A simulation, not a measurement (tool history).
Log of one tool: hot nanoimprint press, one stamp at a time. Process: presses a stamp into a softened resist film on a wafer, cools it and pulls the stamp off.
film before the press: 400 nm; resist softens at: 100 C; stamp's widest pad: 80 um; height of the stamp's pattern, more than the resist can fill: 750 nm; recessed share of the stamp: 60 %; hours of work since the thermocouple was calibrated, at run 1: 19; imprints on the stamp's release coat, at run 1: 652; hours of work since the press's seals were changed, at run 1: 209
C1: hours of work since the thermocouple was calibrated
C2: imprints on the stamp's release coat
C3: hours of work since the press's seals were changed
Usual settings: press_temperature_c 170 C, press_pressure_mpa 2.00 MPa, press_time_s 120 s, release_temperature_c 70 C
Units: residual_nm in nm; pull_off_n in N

Run 1, hour 0.0: usual settings; C1 19; C2 652; C3 209. Result: residual_nm 169.7 nm, pull_off_n 197 N.
Run 2, hour 10.5: usual settings; C1 24; C2 679; C3 214. Result: residual_nm 170.0 nm, pull_off_n 189 N.
At hour 18.1: stamp cleaned and given a new release coat.
Run 3, hour 22.7: usual settings but release_temperature_c 59 C; C1 27; C2 12; C3 217. Result: residual_nm 169.8 nm, pull_off_n 223 N.
Run 4, hour 29.8: usual settings but press_pressure_mpa 1.28 MPa; C1 30; C2 30; C3 221. Result: residual_nm 204.4 nm, pull_off_n 190 N.
Run 5, hour 39.1: usual settings but press_pressure_mpa 1.28 MPa; C1 34; C2 53; C3 225. Result: residual_nm 204.6 nm, pull_off_n 186 N.
Run 6, hour 48.9: usual settings but press_pressure_mpa 1.28 MPa; C1 39; C2 78; C3 230. Result: residual_nm 204.2 nm, pull_off_n 188 N.
Run 7, hour 59.9: usual settings but press_pressure_mpa 1.28 MPa; C1 44; C2 106; C3 235. Result: residual_nm 205.0 nm, pull_off_n 190 N.
Run 8, hour 70.6: usual settings but press_pressure_mpa 2.66 MPa; C1 50; C2 133; C3 240. Result: residual_nm 148.7 nm, pull_off_n 191 N.
Run 9, hour 80.6: usual settings; C1 54; C2 159; C3 245. Result: residual_nm 169.4 nm, pull_off_n 189 N.
Run 10, hour 88.6: usual settings; C1 58; C2 179; C3 249. Result: residual_nm 169.6 nm, pull_off_n 188 N.
Run 11, hour 97.0: usual settings; C1 62; C2 201; C3 253. Result: residual_nm 169.5 nm, pull_off_n 191 N.
Run 12, hour 104.5: usual settings; C1 66; C2 220; C3 256. Result: residual_nm 168.8 nm, pull_off_n 194 N.
Run 13, hour 111.8: usual settings; C1 69; C2 238; C3 260. Result: residual_nm 169.4 nm, pull_off_n 191 N.
Run 14, hour 122.5: usual settings; C1 74; C2 266; C3 265. Result: residual_nm 169.8 nm, pull_off_n 190 N.
Run 15, hour 128.1: usual settings; C1 77; C2 280; C3 268. Result: residual_nm 169.5 nm, pull_off_n 190 N.
Run 16, hour 139.5: usual settings but press_time_s 61 s, release_temperature_c 69 C; C1 82; C2 309; C3 273. Result: residual_nm 218.0 nm, pull_off_n 192 N.
Run 17, hour 150.7: usual settings but press_temperature_c 165 C, press_time_s 77 s; C1 88; C2 338; C3 278. Result: residual_nm 236.6 nm, pull_off_n 194 N.
Run 18, hour 160.8: usual settings but press_temperature_c 175 C, press_pressure_mpa 2.77 MPa, press_time_s 121 s, release_temperature_c 67 C; C1 92; C2 363; C3 283. Result: residual_nm 120.5 nm, pull_off_n 201 N.
Run 19, hour 170.7: usual settings but press_temperature_c 175 C, press_pressure_mpa 2.77 MPa, press_time_s 121 s, release_temperature_c 67 C; C1 97; C2 389; C3 288. Result: residual_nm 120.1 nm, pull_off_n 195 N.
Run 20, hour 179.2: usual settings but press_temperature_c 175 C, press_pressure_mpa 2.77 MPa, press_time_s 121 s, release_temperature_c 67 C; C1 101; C2 410; C3 292. Result: residual_nm 120.4 nm, pull_off_n 199 N.
Run 21, hour 187.1: usual settings but press_temperature_c 175 C, press_pressure_mpa 2.77 MPa, press_time_s 121 s, release_temperature_c 67 C; C1 105; C2 430; C3 296. Result: residual_nm 120.2 nm, pull_off_n 199 N.
Run 22, hour 192.7: usual settings but press_temperature_c 175 C, press_pressure_mpa 2.77 MPa, press_time_s 121 s, release_temperature_c 67 C; C1 108; C2 445; C3 298. Result: residual_nm 120.2 nm, pull_off_n 204 N.
Run 23, hour 200.9: usual settings but press_temperature_c 175 C, press_pressure_mpa 2.77 MPa, press_time_s 121 s, release_temperature_c 67 C; C1 112; C2 465; C3 302. Result: residual_nm 120.1 nm, pull_off_n 197 N.
Run 24, hour 208.0: usual settings but press_temperature_c 172 C, press_time_s 72 s, release_temperature_c 76 C; C1 115; C2 484; C3 306. Result: residual_nm 191.9 nm, pull_off_n 176 N.
Run 25, hour 213.7: usual settings but press_temperature_c 172 C, press_time_s 72 s, release_temperature_c 76 C; C1 118; C2 498; C3 308. Result: residual_nm 192.6 nm, pull_off_n 170 N.
Run 26, hour 220.5: usual settings but press_temperature_c 172 C, press_time_s 72 s, release_temperature_c 73 C; C1 121; C2 515; C3 312. Result: residual_nm 192.1 nm, pull_off_n 182 N.
Run 27, hour 229.3: usual settings but press_temperature_c 172 C, press_pressure_mpa 1.29 MPa, press_time_s 72 s, release_temperature_c 65 C; C1 125; C2 538; C3 316. Result: residual_nm 228.1 nm, pull_off_n 202 N.
Run 28, hour 236.7: usual settings but press_temperature_c 172 C, press_pressure_mpa 1.29 MPa, press_time_s 72 s, release_temperature_c 65 C; C1 129; C2 557; C3 319. Result: residual_nm 228.5 nm, pull_off_n 201 N.
Run 29, hour 246.1: usual settings but press_temperature_c 163 C, press_pressure_mpa 1.29 MPa, press_time_s 116 s, release_temperature_c 56 C; C1 133; C2 580; C3 324. Result: residual_nm 256.6 nm, pull_off_n 230 N.

Forecast each of these 5 alternatives for the next run:
Run A, hour 253.0: usual settings but press_temperature_c 163 C, press_pressure_mpa 2.90 MPa, press_time_s 116 s, release_temperature_c 69 C; C1 136; C2 598; C3 327. Result: residual_nm ?, pull_off_n ?.
Run B, hour 253.0: usual settings but press_temperature_c 163 C, press_pressure_mpa 1.29 MPa, press_time_s 106 s, release_temperature_c 56 C; C1 136; C2 598; C3 327. Result: residual_nm ?, pull_off_n ?.
Run C, hour 253.0: usual settings but press_pressure_mpa 2.68 MPa; C1 136; C2 598; C3 327. Result: residual_nm ?, pull_off_n ?.
Run D, hour 253.0: usual settings but press_temperature_c 169 C, press_pressure_mpa 2.22 MPa, press_time_s 116 s, release_temperature_c 69 C; C1 136; C2 598; C3 327. Result: residual_nm ?, pull_off_n ?.
Run E, hour 253.0: usual settings but press_temperature_c 180 C, press_pressure_mpa 2.22 MPa, press_time_s 174 s; C1 136; C2 598; C3 327. Result: residual_nm ?, pull_off_n ?.

run  residual_nm  pull_off_n
  A        189.6         191
  B        263.4         230
  C        149.2         185
  D        170.2         194
  E         95.1         189
Without the tool's hidden state the same runs would have given:
run  residual_nm  pull_off_n
  A        189.6         190
  B        263.5         229
  C        149.2         183
  D        170.2         193
  E         95.1         188
